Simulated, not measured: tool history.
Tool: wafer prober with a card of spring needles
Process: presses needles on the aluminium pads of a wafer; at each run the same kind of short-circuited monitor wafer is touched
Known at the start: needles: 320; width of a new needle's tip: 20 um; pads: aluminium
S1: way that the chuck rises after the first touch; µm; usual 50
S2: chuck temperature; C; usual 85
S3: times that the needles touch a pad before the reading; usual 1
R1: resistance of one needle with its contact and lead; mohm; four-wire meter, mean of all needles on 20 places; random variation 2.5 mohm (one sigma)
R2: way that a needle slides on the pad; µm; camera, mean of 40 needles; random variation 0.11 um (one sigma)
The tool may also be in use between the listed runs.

run   hour  S1  S2  S3   R1    R2
  1      0  50  85   1  290   6.8
       2.7  -- tips cleaned on abrasive film
       6.3  -- tips cleaned on abrasive film
      10.7  -- tips cleaned on abrasive film
      15.1  -- tips cleaned on abrasive film
      18.7  -- tips cleaned on abrasive film
      22.2  -- tips cleaned on abrasive film
      25.8  -- tips cleaned on abrasive film
      30.2  -- tips cleaned on abrasive film
      33.8  -- tips cleaned on abrasive film
      37.3  -- tips cleaned on abrasive film
      40.9  -- tips cleaned on abrasive film
      45.3  -- tips cleaned on abrasive film
      48.9  -- tips cleaned on abrasive film
      52.5  -- tips cleaned on abrasive film
  2   53.1  34  85   1  307  4.88
      56.6  -- tips cleaned on abrasive film
      60.2  -- tips cleaned on abrasive film
      63.8  -- tips cleaned on abrasive film
      68.2  -- tips cleaned on abrasive film
      72.6  -- tips cleaned on abrasive film
      76.2  -- tips cleaned on abrasive film
      79.7  -- tips cleaned on abrasive film
      83.3  -- tips cleaned on abrasive film
      87.7  -- tips cleaned on abrasive film
      91.3  -- tips cleaned on abrasive film
      94.8  -- tips cleaned on abrasive film
      98.4  -- tips cleaned on abrasive film
     102.8  -- tips cleaned on abrasive film
     106.4  -- tips cleaned on abrasive film
       110  -- tips cleaned on abrasive film
     111.1  -- height of the first contact set anew
     113.8  -- tips cleaned on abrasive film
     117.4  -- tips cleaned on abrasive film
     121.8  -- tips cleaned on abrasive film
     125.4  -- tips cleaned on abrasive film
     128.9  -- tips cleaned on abrasive film
     132.5  -- tips cleaned on abrasive film
     136.9  -- tips cleaned on abrasive film
     141.3  -- tips cleaned on abrasive film
     144.9  -- tips cleaned on abrasive film
  3  146.8  50  85   2  291  6.83
     148.6  -- tips cleaned on abrasive film
     152.2  -- tips cleaned on abrasive film
     155.7  -- tips cleaned on abrasive film
     159.3  -- tips cleaned on abrasive film
     163.7  -- tips cleaned on abrasive film
     168.2  -- tips cleaned on abrasive film
     171.7  -- tips cleaned on abrasive film
     176.1  -- tips cleaned on abrasive film
     180.6  -- tips cleaned on abrasive film
       185  -- tips cleaned on abrasive film
     188.6  -- tips cleaned on abrasive film
  4  190.9  50  85   1  290  7.11
     192.7  -- tips cleaned on abrasive film
     196.3  -- tips cleaned on abrasive film
     199.8  -- tips cleaned on abrasive film
     204.2  -- tips cleaned on abrasive film
     208.7  -- tips cleaned on abrasive film
     212.2  -- tips cleaned on abrasive film
     215.8  -- tips cleaned on abrasive film
     219.4  -- tips cleaned on abrasive film
     223.8  -- tips cleaned on abrasive film
     227.3  -- tips cleaned on abrasive film
     230.9  -- tips cleaned on abrasive film
     235.3  -- tips cleaned on abrasive film
     239.8  -- tips cleaned on abrasive film
     243.3  -- tips cleaned on abrasive film
     246.9  -- tips cleaned on abrasive film
     250.4  -- tips cleaned on abrasive film
       254  -- tips cleaned on abrasive film
     258.4  -- tips cleaned on abrasive film
       262  -- tips cleaned on abrasive film
     265.5  -- tips cleaned on abrasive film
     269.1  -- tips cleaned on abrasive film
     272.7  -- tips cleaned on abrasive film
     276.2  -- tips cleaned on abrasive film
     279.8  -- tips cleaned on abrasive film
  5  280.8  50  85   1  292  6.87
     283.5  -- tips cleaned on abrasive film
     287.9  -- tips cleaned on abrasive film
     291.4  -- tips cleaned on abrasive film
     295.9  -- tips cleaned on abrasive film
     300.3  -- tips cleaned on abrasive film
     303.9  -- tips cleaned on abrasive film
     307.4  -- tips cleaned on abrasive film
       311  -- tips cleaned on abrasive film
     315.4  -- tips cleaned on abrasive film
       319  -- tips cleaned on abrasive film
     322.5  -- tips cleaned on abrasive film
     326.1  -- tips cleaned on abrasive film
     329.6  -- tips cleaned on abrasive film
     334.1  -- tips cleaned on abrasive film
     337.6  -- tips cleaned on abrasive film
     341.2  -- tips cleaned on abrasive film
     344.8  -- tips cleaned on abrasive film
     349.2  -- tips cleaned on abrasive film
     352.7  -- tips cleaned on abrasive film
     356.3  -- tips cleaned on abrasive film
     359.9  -- tips cleaned on abrasive film
  6  359.9  50  85   1  287  6.92
     363.5  -- tips cleaned on abrasive film
       367  -- tips cleaned on abrasive film
     370.6  -- tips cleaned on abrasive film
       375  -- tips cleaned on abrasive film
     378.6  -- tips cleaned on abrasive film
     382.2  -- tips cleaned on abrasive film
     386.6  -- tips cleaned on abrasive film
     390.1  -- tips cleaned on abrasive film
     394.6  -- tips cleaned on abrasive film
     398.1  -- tips cleaned on abrasive film
     402.6  -- tips cleaned on abrasive film
     406.1  -- tips cleaned on abrasive film
     409.7  -- tips cleaned on abrasive film
     414.1  -- tips cleaned on abrasive film
     417.7  -- tips cleaned on abrasive film
     419.7  -- height of the first contact set anew
     422.4  -- tips cleaned on abrasive film
       426  -- tips cleaned on abrasive film
  7  429.3  50  85   1  289  6.83
     430.3  -- tips cleaned on abrasive film
     433.9  -- tips cleaned on abrasive film
     437.4  -- tips cleaned on abrasive film
       441  -- tips cleaned on abrasive film
     445.4  -- tips cleaned on abrasive film
       449  -- tips cleaned on abrasive film
     452.5  -- tips cleaned on abrasive film
       457  -- tips cleaned on abrasive film
     460.5  -- tips cleaned on abrasive film
     464.1  -- tips cleaned on abrasive film
     468.5  -- tips cleaned on abrasive film
     472.9  -- tips cleaned on abrasive film
     477.4  -- tips cleaned on abrasive film
     481.8  -- tips cleaned on abrasive film
     485.3  -- tips cleaned on abrasive film
     489.8  -- tips cleaned on abrasive film
     494.2  -- tips cleaned on abrasive film
     497.8  -- tips cleaned on abrasive film
     502.2  -- tips cleaned on abrasive film
     505.7  -- tips cleaned on abrasive film
     509.3  -- tips cleaned on abrasive film
  8  511.7  50  85   1  290  7.11
     513.5  -- tips cleaned on abrasive film
     517.1  -- tips cleaned on abrasive film
     520.6  -- tips cleaned on abrasive film
     525.1  -- tips cleaned on abrasive film
     529.5  -- tips cleaned on abrasive film
     533.9  -- tips cleaned on abrasive film
     537.5  -- tips cleaned on abrasive film
       541  -- tips cleaned on abrasive film
     545.5  -- tips cleaned on abrasive film
     549.9  -- tips cleaned on abrasive film
     553.4  -- tips cleaned on abrasive film
       557  -- tips cleaned on abrasive film
     560.6  -- tips cleaned on abrasive film
       565  -- tips cleaned on abrasive film
     569.4  -- tips cleaned on abrasive film
       573  -- tips cleaned on abrasive film
     577.4  -- tips cleaned on abrasive film
  9  577.4  49  67   1  285  6.93
     581.8  -- tips cleaned on abrasive film
     586.2  -- tips cleaned on abrasive film
     589.8  -- tips cleaned on abrasive film
     593.4  -- tips cleaned on abrasive film
     597.8  -- tips cleaned on abrasive film
     601.3  -- tips cleaned on abrasive film
     604.9  -- tips cleaned on abrasive film
     616.9  -- card fitted with new needles
     621.3  -- tips cleaned on abrasive film
     624.9  -- tips cleaned on abrasive film
     628.5  -- tips cleaned on abrasive film
 10  631.8  33  51   1  293  4.46
     632.8  -- tips cleaned on abrasive film
     637.2  -- tips cleaned on abrasive film
     641.6  -- tips cleaned on abrasive film
     646.1  -- tips cleaned on abrasive film
     649.6  -- tips cleaned on abrasive film
     654.1  -- tips cleaned on abrasive film
     658.5  -- tips cleaned on abrasive film
       662  -- tips cleaned on abrasive film
     665.6  -- tips cleaned on abrasive film
     669.2  -- tips cleaned on abrasive film
     672.7  -- tips cleaned on abrasive film
     677.2  -- tips cleaned on abrasive film
     680.7  -- tips cleaned on abrasive film
     685.1  -- tips cleaned on abrasive film
     688.7  -- tips cleaned on abrasive film
     693.1  -- tips cleaned on abrasive film
     696.7  -- tips cleaned on abrasive film
     700.3  -- tips cleaned on abrasive film
     704.7  -- tips cleaned on abrasive film
     709.1  -- tips cleaned on abrasive film
 11  712.1  35  68   2  295  4.98
       713  -- tips cleaned on abrasive film
     717.4  -- tips cleaned on abrasive film
       721  -- tips cleaned on abrasive film
     724.6  -- tips cleaned on abrasive film
     728.1  -- tips cleaned on abrasive film
     732.6  -- tips cleaned on abrasive film
     736.1  -- tips cleaned on abrasive film
     739.7  -- tips cleaned on abrasive film
     743.2  -- tips cleaned on abrasive film
     747.7  -- tips cleaned on abrasive film
     751.2  -- tips cleaned on abrasive film
     754.8  -- tips cleaned on abrasive film
     758.4  -- tips cleaned on abrasive film
     762.8  -- tips cleaned on abrasive film
     766.3  -- tips cleaned on abrasive film
     769.9  -- tips cleaned on abrasive film
     774.3  -- tips cleaned on abrasive film
     777.9  -- tips cleaned on abrasive film
     781.5  -- tips cleaned on abrasive film
       785  -- tips cleaned on abrasive film
     789.4  -- tips cleaned on abrasive film
 12  789.4  35  68   2  302  5.04

Forecast run 13:
       793  -- tips cleaned on abrasive film
     796.5  -- tips cleaned on abrasive film
     800.9  -- tips cleaned on abrasive film
     804.5  -- tips cleaned on abrasive film
     808.1  -- tips cleaned on abrasive film
     812.5  -- tips cleaned on abrasive film
     816.1  -- tips cleaned on abrasive film
     820.5  -- tips cleaned on abrasive film
     824.9  -- tips cleaned on abrasive film
     828.5  -- tips cleaned on abrasive film
     832.9  -- tips cleaned on abrasive film
     837.3  -- tips cleaned on abrasive film
     840.9  -- tips cleaned on abrasive film
     844.4  -- tips cleaned on abrasive film
     848.9  -- tips cleaned on abrasive film
     852.4  -- tips cleaned on abrasive film
     856.9  -- tips cleaned on abrasive film
     861.3  -- tips cleaned on abrasive film
     865.7  -- tips cleaned on abrasive film
     869.3  -- tips cleaned on abrasive film
     872.8  -- tips cleaned on abrasive film
     876.4  -- tips cleaned on abrasive film
 13  876.9  67  32   2   ?   ?

Run 13 gave R1 260 mohm, R2 9.43 µm.
Without the tool's hidden state the same run would have given R1 260 mohm, R2 9.44 µm.
